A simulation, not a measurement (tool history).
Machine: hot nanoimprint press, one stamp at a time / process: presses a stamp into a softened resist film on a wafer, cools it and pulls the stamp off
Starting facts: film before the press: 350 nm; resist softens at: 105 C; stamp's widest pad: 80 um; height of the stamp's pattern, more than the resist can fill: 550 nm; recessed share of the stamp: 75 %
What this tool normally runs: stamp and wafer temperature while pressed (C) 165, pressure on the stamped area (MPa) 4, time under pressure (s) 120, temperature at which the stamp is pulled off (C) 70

| run | hour | stamp and wafer temperature while pressed (C) | pressure on the stamped area (MPa) | time under pressure (s) | temperature at which the stamp is pulled off (C) | resist left under the stamp's widest pad (nm) | greatest force while the stamp is pulled off (N) |
|---|---|---|---|---|---|---|---|
| 1 | 0 | 165 | 4 | 120 | 70 | 186.3 | 195 |
| 2 | 11.6 | 165 | 4 | 120 | 70 | 186.9 | 196 |
| 3 | 18.5 | 165 | 4 | 120 | 70 | 190.1 | 199 |
| 4 | 28.9 | 165 | 4 | 120 | 70 | 187.8 | 194 |
| 5 | 35.2 | 165 | 4 | 120 | 70 | 189.3 | 194 |
| 6 | 48.6 | 165 | 4 | 120 | 64 | 188.7 | 241 |
| 7 | 56.1 | 170 | 4 | 120 | 70 | 140.6 | 206 |
| 8 | 65.5 | 165 | 4 | 177 | 70 | 158.8 | 199 |
| 9 | 77.8 | 165 | 4.68 | 120 | 73 | 174.5 | 190 |
| 10 | 89.4 | 165 | 4.68 | 120 | 73 | 174.1 | 187 |
| 11 | 100.2 | 162 | 4.04 | 120 | 56 | 219.9 | 284 |
| 12 | 111 | 162 | 4.04 | 120 | 56 | 220.6 | 296 |
| 13 | 120.9 | 162 | 4.04 | 120 | 56 | 215.9 | 292 |
| 14 | 128.9 | 162 | 4.04 | 120 | 56 | 220 | 308 |
| 15 | 139.1 | 165 | 3.97 | 193 | 63 | 156.5 | 275 |

Removed from this log: 2 entries logged between the listed runs. Between which two listed runs does each belong, and how does the tool's hidden state at the listed run before it compare with that at the listed run after it?
Run 5 -> run 6: plate thermocouple calibrated (hour 39)
  true temperature over the reading, C: -0.6 -> -0.71; pressure that arrives at the usual setting, %: 97.51 -> 97.46; grip of the stamp's worn release coat, % over a new coat's: 4.2 -> 5.4
  measured less the result without the state, resist left under the stamp's widest pad (nm): +8.2 -> +9.3; greatest force while the stamp is pulled off (N): +11 -> +16
Run 7 -> run 8: plate thermocouple calibrated, once more (hour 62.5)
  true temperature over the reading, C: -0.73 -> -0.16; pressure that arrives at the usual setting, %: 97.43 -> 97.4; grip of the stamp's worn release coat, % over a new coat's: 6.3 -> 7.1
  measured less the result without the state, resist left under the stamp's widest pad (nm): +7.9 -> +3.3; greatest force while the stamp is pulled off (N): +16 -> +14
